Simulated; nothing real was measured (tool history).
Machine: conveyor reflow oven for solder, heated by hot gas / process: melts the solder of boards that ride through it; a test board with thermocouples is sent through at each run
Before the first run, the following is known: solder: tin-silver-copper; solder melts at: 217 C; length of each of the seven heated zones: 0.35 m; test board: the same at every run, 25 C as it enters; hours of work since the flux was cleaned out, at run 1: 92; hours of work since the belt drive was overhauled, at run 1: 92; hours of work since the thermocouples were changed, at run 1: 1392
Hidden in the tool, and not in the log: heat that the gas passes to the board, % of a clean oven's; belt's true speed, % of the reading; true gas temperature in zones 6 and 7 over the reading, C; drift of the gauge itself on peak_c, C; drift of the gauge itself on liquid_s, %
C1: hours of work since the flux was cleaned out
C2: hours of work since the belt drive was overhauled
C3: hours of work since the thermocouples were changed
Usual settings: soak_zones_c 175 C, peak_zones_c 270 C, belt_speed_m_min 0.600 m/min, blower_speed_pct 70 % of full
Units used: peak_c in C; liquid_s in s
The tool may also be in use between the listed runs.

run 1 hour=0.0 | soak_zones_c=175 peak_zones_c=270 belt_speed_m_min=0.600 blower_speed_pct=70 | C1=92 C2=92 C3=1392 | peak_c=251.5 liquid_s=52.5
run 2 hour=98.5 | soak_zones_c=175 peak_zones_c=270 belt_speed_m_min=0.600 blower_speed_pct=70 | C1=149 C2=149 C3=1448 | peak_c=252.9 liquid_s=51.4
run 3 hour=165.3 | soak_zones_c=188 peak_zones_c=270 belt_speed_m_min=0.600 blower_speed_pct=70 | C1=187 C2=187 C3=1487 | peak_c=254.3 liquid_s=58.5
-- hour=173.9 thermocouples of zones 6 and 7 changed
run 4 hour=224.8 | soak_zones_c=175 peak_zones_c=270 belt_speed_m_min=0.600 blower_speed_pct=57 | C1=220 C2=220 C3=29 | peak_c=249.2 liquid_s=48.8
run 5 hour=298.6 | soak_zones_c=175 peak_zones_c=270 belt_speed_m_min=0.600 blower_speed_pct=70 | C1=262 C2=262 C3=71 | peak_c=251.2 liquid_s=52.2
run 6 hour=357.1 | soak_zones_c=175 peak_zones_c=274 belt_speed_m_min=0.600 blower_speed_pct=70 | C1=295 C2=295 C3=105 | peak_c=254.6 liquid_s=54.4
run 7 hour=414.0 | soak_zones_c=175 peak_zones_c=274 belt_speed_m_min=0.600 blower_speed_pct=70 | C1=328 C2=328 C3=137 | peak_c=254.7 liquid_s=54.0
run 8 hour=484.4 | soak_zones_c=175 peak_zones_c=274 belt_speed_m_min=0.600 blower_speed_pct=70 | C1=368 C2=368 C3=177 | peak_c=254.7 liquid_s=54.5
run 9 hour=578.3 | soak_zones_c=175 peak_zones_c=274 belt_speed_m_min=0.600 blower_speed_pct=70 | C1=422 C2=422 C3=231 | peak_c=255.2 liquid_s=53.8
-- hour=589.8 flux residue cleaned out of gas plates and filters
run 10 hour=680.3 | soak_zones_c=175 peak_zones_c=270 belt_speed_m_min=0.600 blower_speed_pct=70 | C1=52 C2=477 C3=286 | peak_c=251.8 liquid_s=53.0
run 11 hour=725.2 | soak_zones_c=178 peak_zones_c=270 belt_speed_m_min=0.640 blower_speed_pct=79 | C1=77 C2=503 C3=312 | peak_c=252.5 liquid_s=51.2
run 12 hour=774.8 | soak_zones_c=171 peak_zones_c=270 belt_speed_m_min=0.640 blower_speed_pct=88 | C1=106 C2=531 C3=340 | peak_c=251.6 liquid_s=47.6
run 13 hour=856.7 | soak_zones_c=179 peak_zones_c=279 belt_speed_m_min=0.672 blower_speed_pct=63 | C1=153 C2=578 C3=387 | peak_c=254.2 liquid_s=46.9
run 14 hour=957.3 | soak_zones_c=179 peak_zones_c=279 belt_speed_m_min=0.672 blower_speed_pct=59 | C1=210 C2=635 C3=445 | peak_c=253.7 liquid_s=46.9
run 15 hour=1059.4 | soak_zones_c=174 peak_zones_c=266 belt_speed_m_min=0.672 blower_speed_pct=59 | C1=268 C2=694 C3=503 | peak_c=241.4 liquid_s=38.0
run 16 hour=1103.7 | soak_zones_c=175 peak_zones_c=278 belt_speed_m_min=0.597 blower_speed_pct=53 | C1=294 C2=719 C3=528 | peak_c=254.0 liquid_s=52.8
run 17 hour=1185.8 | soak_zones_c=174 peak_zones_c=263 belt_speed_m_min=0.709 blower_speed_pct=58 | C1=341 C2=766 C3=575 | peak_c=236.6 liquid_s=30.1
run 18 hour=1263.4 | soak_zones_c=175 peak_zones_c=270 belt_speed_m_min=0.693 blower_speed_pct=70 | C1=385 C2=810 C3=620 | peak_c=246.5 liquid_s=41.1
-- hour=1339.2 flux residue cleaned out of gas plates and filters
run 19 hour=1348.0 | soak_zones_c=175 peak_zones_c=272 belt_speed_m_min=0.693 blower_speed_pct=57 | C1=5 C2=856 C3=665 | peak_c=244.4 liquid_s=38.4
run 20 hour=1422.8 | soak_zones_c=175 peak_zones_c=272 belt_speed_m_min=0.693 blower_speed_pct=57 | C1=48 C2=898 C3=708 | peak_c=245.2 liquid_s=38.5

Forecast each of these 3 alternatives for the next run:
run A hour=1500.3 | soak_zones_c=175 peak_zones_c=270 belt_speed_m_min=0.600 blower_speed_pct=65 | C1=92 C2=943 C3=752 | peak_c=? liquid_s=?
run B hour=1500.3 | soak_zones_c=173 peak_zones_c=272 belt_speed_m_min=0.544 blower_speed_pct=57 | C1=92 C2=943 C3=752 | peak_c=? liquid_s=?
run C hour=1500.3 | soak_zones_c=168 peak_zones_c=282 belt_speed_m_min=0.693 blower_speed_pct=57 | C1=92 C2=943 C3=752 | peak_c=? liquid_s=?

run=A peak_c=251.1 liquid_s=50.9
run=B peak_c=254.0 liquid_s=59.1
run=C peak_c=251.2 liquid_s=40.9
Without the tool's unlogged condition, the same runs would have read:
run=A peak_c=251.0 liquid_s=50.8
run=B peak_c=253.9 liquid_s=58.9
run=C peak_c=251.1 liquid_s=40.7
